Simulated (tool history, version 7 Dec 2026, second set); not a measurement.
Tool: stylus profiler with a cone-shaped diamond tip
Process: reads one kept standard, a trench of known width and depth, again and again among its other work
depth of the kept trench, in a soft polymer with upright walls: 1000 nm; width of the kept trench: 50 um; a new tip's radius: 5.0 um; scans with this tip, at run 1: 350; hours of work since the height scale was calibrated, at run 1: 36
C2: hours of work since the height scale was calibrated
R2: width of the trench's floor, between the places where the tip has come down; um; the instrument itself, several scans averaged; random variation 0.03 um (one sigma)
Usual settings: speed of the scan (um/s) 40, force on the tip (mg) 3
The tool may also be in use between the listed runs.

{"run": 1, "hour": 0.0, "speed of the scan (um/s)": 40, "force on the tip (mg)": 3, "scans with this tip": 350, "C2": 36, "depth of the trench (nm)": 1009.41, "R2": 43.95}
{"run": 2, "hour": 34.8, "speed of the scan (um/s)": 21, "force on the tip (mg)": 3, "scans with this tip": 614, "C2": 62, "depth of the trench (nm)": 1009.31, "R2": 43.89}
{"run": 3, "hour": 79.5, "speed of the scan (um/s)": 40, "force on the tip (mg)": 3, "scans with this tip": 954, "C2": 97, "depth of the trench (nm)": 1009.03, "R2": 43.87}
{"run": 4, "hour": 130.4, "speed of the scan (um/s)": 40, "force on the tip (mg)": 3, "scans with this tip": 1342, "C2": 136, "depth of the trench (nm)": 1008.94, "R2": 43.81}
{"run": 5, "hour": 171.9, "speed of the scan (um/s)": 40, "force on the tip (mg)": 3, "scans with this tip": 1657, "C2": 168, "depth of the trench (nm)": 1008.54, "R2": 43.79}
{"run": 6, "hour": 219.5, "speed of the scan (um/s)": 40, "force on the tip (mg)": 3, "scans with this tip": 2018, "C2": 205, "depth of the trench (nm)": 1008.97, "R2": 43.71}
{"run": 7, "hour": 257.6, "speed of the scan (um/s)": 40, "force on the tip (mg)": 3, "scans with this tip": 2308, "C2": 234, "depth of the trench (nm)": 1008.49, "R2": 43.68}
{"run": 8, "hour": 289.6, "speed of the scan (um/s)": 40, "force on the tip (mg)": 3, "scans with this tip": 2552, "C2": 259, "depth of the trench (nm)": 1008.58, "R2": 43.68}
{"run": 9, "hour": 339.7, "speed of the scan (um/s)": 40, "force on the tip (mg)": 3, "scans with this tip": 2932, "C2": 298, "depth of the trench (nm)": 1007.91, "R2": 43.65}
{"run": 10, "hour": 372.9, "speed of the scan (um/s)": 40, "force on the tip (mg)": 3, "scans with this tip": 3185, "C2": 323, "depth of the trench (nm)": 1008.03, "R2": 43.56}
{"run": 11, "hour": 419.0, "speed of the scan (um/s)": 23, "force on the tip (mg)": 7.08, "scans with this tip": 3535, "C2": 359, "depth of the trench (nm)": 1015.25, "R2": 43.59}
{"run": 12, "hour": 451.3, "speed of the scan (um/s)": 27, "force on the tip (mg)": 2.47, "scans with this tip": 3780, "C2": 384, "depth of the trench (nm)": 1006.36, "R2": 43.53}
{"run": 13, "hour": 496.7, "speed of the scan (um/s)": 12, "force on the tip (mg)": 1.05, "scans with this tip": 4126, "C2": 419, "depth of the trench (nm)": 1002.65, "R2": 43.49}
{"run": 14, "hour": 528.4, "speed of the scan (um/s)": 12, "force on the tip (mg)": 1.05, "scans with this tip": 4367, "C2": 444, "depth of the trench (nm)": 1002.93, "R2": 43.48}
{"run": 15, "hour": 571.5, "speed of the scan (um/s)": 28, "force on the tip (mg)": 2.99, "scans with this tip": 4694, "C2": 477, "depth of the trench (nm)": 1007.31, "R2": 43.45}
{"run": 16, "hour": 608.2, "speed of the scan (um/s)": 28, "force on the tip (mg)": 2.99, "scans with this tip": 4973, "C2": 505, "depth of the trench (nm)": 1007.33, "R2": 43.37}
{"run": 17, "hour": 658.2, "speed of the scan (um/s)": 16, "force on the tip (mg)": 1.72, "scans with this tip": 5353, "C2": 544, "depth of the trench (nm)": 1004.12, "R2": 43.32}
{"run": 18, "hour": 682.2, "speed of the scan (um/s)": 139, "force on the tip (mg)": 1.49, "scans with this tip": 5536, "C2": 562, "depth of the trench (nm)": 1003.32, "R2": 43.1}
{"run": 19, "hour": 721.4, "speed of the scan (um/s)": 106, "force on the tip (mg)": 4.75, "scans with this tip": 5834, "C2": 592, "depth of the trench (nm)": 1010.75, "R2": 43.22}
{"run": 20, "hour": 764.6, "speed of the scan (um/s)": 106, "force on the tip (mg)": 4.75, "scans with this tip": 6162, "C2": 626, "depth of the trench (nm)": 1009.87, "R2": 43.19}

4 ways to go on from here, each from the tool as it stands after run 20. What would each give?
{"run": "A", "hour": 815.2, "speed of the scan (um/s)": 144, "force on the tip (mg)": 3, "scans with this tip": 6547, "C2": 665, "depth of the trench (nm)": "?", "R2": "?"}
{"run": "B", "hour": 815.2, "speed of the scan (um/s)": 106, "force on the tip (mg)": 3.45, "scans with this tip": 6547, "C2": 665, "depth of the trench (nm)": "?", "R2": "?"}
{"run": "C", "hour": 815.2, "speed of the scan (um/s)": 106, "force on the tip (mg)": 1.17, "scans with this tip": 6547, "C2": 665, "depth of the trench (nm)": "?", "R2": "?"}
{"run": "D", "hour": 815.2, "speed of the scan (um/s)": 30, "force on the tip (mg)": 1.24, "scans with this tip": 6547, "C2": 665, "depth of the trench (nm)": "?", "R2": "?"}

run=A depth_of_the_trench_(nm)=1006.8 R2=43.02
run=B depth_of_the_trench_(nm)=1007.73 R2=43.1
run=C depth_of_the_trench_(nm)=1002.26 R2=43
run=D depth_of_the_trench_(nm)=1002.73 R2=43.15
Without the tool's hidden state the same runs would have given:
run=A depth_of_the_trench_(nm)=1009.71 R2=43.76
run=B depth_of_the_trench_(nm)=1010.65 R2=43.84
run=C depth_of_the_trench_(nm)=1005.16 R2=43.74
run=D depth_of_the_trench_(nm)=1005.63 R2=43.89

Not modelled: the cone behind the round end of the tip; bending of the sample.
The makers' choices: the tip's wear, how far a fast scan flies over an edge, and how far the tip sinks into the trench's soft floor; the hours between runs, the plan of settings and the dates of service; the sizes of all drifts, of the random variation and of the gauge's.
